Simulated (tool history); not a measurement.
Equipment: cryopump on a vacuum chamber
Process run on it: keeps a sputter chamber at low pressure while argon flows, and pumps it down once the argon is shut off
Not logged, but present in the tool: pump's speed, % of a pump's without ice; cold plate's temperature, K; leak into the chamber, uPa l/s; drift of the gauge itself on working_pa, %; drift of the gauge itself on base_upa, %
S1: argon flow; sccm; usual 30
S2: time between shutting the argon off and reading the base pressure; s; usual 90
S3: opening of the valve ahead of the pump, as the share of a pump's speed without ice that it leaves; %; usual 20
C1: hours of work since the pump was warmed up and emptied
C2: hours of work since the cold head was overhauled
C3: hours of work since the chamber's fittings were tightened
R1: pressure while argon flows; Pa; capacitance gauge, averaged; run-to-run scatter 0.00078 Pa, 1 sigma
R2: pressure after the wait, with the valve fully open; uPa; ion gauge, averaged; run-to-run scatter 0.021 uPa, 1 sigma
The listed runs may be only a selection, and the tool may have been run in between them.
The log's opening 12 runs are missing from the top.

run,hour,S1,S2,S3,C1,C2,C3,R1,R2
13,203.6,30,90,20,728,728,1295,0.1577,0.89
14,219.9,30,90,20,740,740,1306,0.1575,0.86
15,238.7,22,90,20,753,753,1320,0.1148,0.86
16,257.5,29,90,20,767,767,1334,0.1524,0.89
17,266.4,30,90,18,773,773,1340,0.1751,0.92
18,283.2,30,90,18,785,785,1352,0.1749,0.89
19,295.0,54,32,39,794,794,1361,0.1515,1.25
20,308.8,54,32,39,804,804,1371,0.1523,1.33
21,321.9,30,49,20,813,813,1380,0.1581,1.08
22,337.5,33,37,16,825,825,1391,0.2144,1.27
23,352.5,33,37,16,835,835,1402,0.2164,1.22

Run 24 comes next. What will it give?
24,369.0,45,24,48,847,847,1414,?,?

{"run 24": {"R1": 0.1052, "R2": 1.51}}
Take away the tool's hidden state, keep the run-to-run variation as it was, and the same run would have given R1 0.0944 Pa, R2 1.00 uPa.
